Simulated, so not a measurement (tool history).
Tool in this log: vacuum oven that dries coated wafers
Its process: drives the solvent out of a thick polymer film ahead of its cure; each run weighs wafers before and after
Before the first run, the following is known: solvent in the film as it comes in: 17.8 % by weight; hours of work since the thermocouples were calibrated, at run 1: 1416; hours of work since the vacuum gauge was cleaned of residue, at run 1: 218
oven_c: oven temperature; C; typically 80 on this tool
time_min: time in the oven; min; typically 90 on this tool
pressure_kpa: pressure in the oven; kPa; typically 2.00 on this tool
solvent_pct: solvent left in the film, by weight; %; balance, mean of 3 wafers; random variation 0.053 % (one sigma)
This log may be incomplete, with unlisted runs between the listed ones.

run	hour	oven_c	time_min	pressure_kpa	hours of work since the thermocouples were calibrated	hours of work since the vacuum gauge was cleaned of residue	solvent_pct
1	0.0	80	90	2.00	1416	218	2.17
2	7.9	80	90	3.96	1419	221	3.21
3	19.8	80	90	2.00	1424	226	2.08
4	30.9	80	90	2.00	1429	231	2.19
5	37.1	68	90	2.00	1432	234	5.96
6	49.2	68	90	2.00	1437	239	6.09
7	59.4	80	90	2.00	1442	244	2.15
8	71.1	80	90	2.00	1447	249	2.12
9	79.0	80	90	2.00	1450	252	2.08
10	89.9	80	90	2.00	1455	257	2.16
11	98.8	80	90	2.00	1459	261	2.09
12	110.8	80	90	2.00	1464	266	2.10
13	116.6	80	90	2.00	1467	269	2.22
14	126.8	80	90	2.00	1471	273	2.14
15	138.1	80	90	2.00	1476	278	2.09
16	148.3	80	46	2.00	1480	283	4.57
17	160.1	80	90	6.90	1486	288	5.20
18	169.3	80	90	6.90	1490	292	5.13
19	182.6	80	90	6.90	1495	298	5.00
20	191.7	80	90	6.90	1499	302	5.22
21	198.6	80	90	2.00	1502	305	2.21
22	208.8	80	90	2.00	1507	309	2.19
23	216.3	80	98	2.00	1510	312	2.02
24	225.2	84	98	3.90	1514	316	2.35
25	235.6	84	142	1.19	1519	321	0.78
# hour 238.7: oven's thermocouples calibrated
26	248.8	89	90	3.19	4	326	1.62
27	260.6	89	90	3.19	10	331	1.75
28	268.3	89	147	3.19	13	334	1.58
29	278.7	68	147	2.62	18	339	5.04
30	290.5	68	147	2.62	23	344	5.07
31	296.1	79	147	6.29	25	346	4.79
# hour 306.0: oven's thermocouples calibrated, once more
32	307.9	79	147	6.29	1	351	4.13
33	320.5	79	147	6.29	6	356	3.97
34	333.3	79	147	6.29	12	362	3.92
35	346.3	79	147	6.29	18	367	4.01
36	357.8	78	95	7.44	23	372	5.44
37	370.7	80	90	2.08	28	378	1.87
38	382.6	80	90	4.33	33	383	3.09
39	391.4	80	81	4.33	37	387	3.43
40	398.8	66	118	5.20	41	390	7.84
41	405.0	66	118	5.20	43	393	7.80
42	412.4	66	98	2.76	47	396	6.55
43	418.8	66	98	2.76	49	399	6.49
44	428.7	66	98	2.76	54	404	6.54
45	434.2	86	59	7.63	56	406	4.12
46	442.5	86	59	7.63	60	410	4.10

How would selected steps in solvent_pct from run to run divide? Give the signed amount a tool lacking its hidden state would still show from settings, what came in and random variation, and the signed amount left for the hidden state, including any gauge scatter that is not in both of the compared results.
Hidden conditions of the tool in this case: true wafer temperature over the reading, C; true pressure over the reading, kPa; drift of the gauge itself on solvent_pct, %.
Run 4 -> 5: oven_c 80 -> 68. solvent_pct +3.77 %: hidden state +0.47, all else +3.30.
Run 6 -> 7: oven_c 68 -> 80. solvent_pct -3.94 %: hidden state -0.48, all else -3.46.
Run 28 -> 29: oven_c 89 -> 68, pressure_kpa 3.19 -> 2.62. solvent_pct +3.46 %: hidden state +1.07, all else +2.39.
Run 30 -> 31: oven_c 68 -> 79, pressure_kpa 2.62 -> 6.29. solvent_pct -0.28 %: hidden state -0.51, all else +0.23.
Run 31 -> 32: oven's thermocouples calibrated, once more. solvent_pct -0.66 %: hidden state -0.67, all else +0.01.
Run 39 -> 40: oven_c 80 -> 66, time_min 81 -> 118, pressure_kpa 4.33 -> 5.20. solvent_pct +4.41 %: hidden state +0.15, all else +4.26.

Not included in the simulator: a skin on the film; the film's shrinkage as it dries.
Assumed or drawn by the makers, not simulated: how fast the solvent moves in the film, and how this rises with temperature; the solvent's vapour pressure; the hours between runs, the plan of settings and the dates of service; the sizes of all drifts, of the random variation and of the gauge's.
